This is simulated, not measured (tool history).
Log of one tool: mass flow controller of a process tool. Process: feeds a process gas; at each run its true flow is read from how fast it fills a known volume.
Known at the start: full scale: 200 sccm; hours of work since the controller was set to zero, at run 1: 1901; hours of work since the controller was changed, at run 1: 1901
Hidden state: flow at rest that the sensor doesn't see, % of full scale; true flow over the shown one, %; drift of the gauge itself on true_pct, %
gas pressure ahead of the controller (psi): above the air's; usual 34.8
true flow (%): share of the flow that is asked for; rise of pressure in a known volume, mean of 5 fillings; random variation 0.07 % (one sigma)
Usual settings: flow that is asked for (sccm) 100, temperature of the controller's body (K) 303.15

| run | hour | flow that is asked for (sccm) | gas pressure ahead of the controller (psi) | temperature of the controller's body (K) | hours of work since the controller was set to zero | hours of work since the controller was changed | true flow (%) |
|---|---|---|---|---|---|---|---|
| 1 | 0 | 100 | 34.8 | 303.15 | 1901 | 1901 | 99.83 |
| 2 | 133.7 | 100 | 34.8 | 303.15 | 1955 | 1955 | 99.98 |
| 3 | 252.1 | 100 | 34.8 | 303.15 | 2003 | 2003 | 100.01 |
| 4 | 374.5 | 100 | 25.2 | 303.15 | 2053 | 2053 | 100.48 |
| 5 | 435.6 | 100 | 34.8 | 295.15 | 2078 | 2078 | 100.39 |
| 6 | 526.8 | 100 | 32.8 | 310.15 | 2115 | 2115 | 99.68 |
| 7 | 603.4 | 100 | 32.8 | 310.15 | 2146 | 2146 | 99.81 |
| 8 | 735.4 | 100 | 32.8 | 310.15 | 2200 | 2200 | 99.75 |
| 9 | 815.3 | 119 | 20.7 | 294.15 | 2232 | 2232 | 101.25 |
| 10 | 898.4 | 169 | 24.4 | 294.15 | 2266 | 2266 | 101.51 |

Forecast each of these 5 alternatives for the next run:
| A | 966.4 | 100 | 34.8 | 312.15 | 2294 | 2294 | ? |
| B | 966.4 | 100 | 34.8 | 294.15 | 2294 | 2294 | ? |
| C | 966.4 | 42 | 21.5 | 297.15 | 2294 | 2294 | ? |
| D | 966.4 | 169 | 29.2 | 294.15 | 2294 | 2294 | ? |
| E | 966.4 | 37 | 24.4 | 302.15 | 2294 | 2294 | ? |

| run | true flow (%) |
|---|---|
| A | 99.65 |
| B | 100.61 |
| C | 101.42 |
| D | 101.09 |
| E | 101.1 |
Without the tool's hidden state the same runs would have given:
| run | true flow (%) |
|---|---|
| A | 98.23 |
| B | 99.19 |
| C | 99.29 |
| D | 99.88 |
| E | 98.8 |
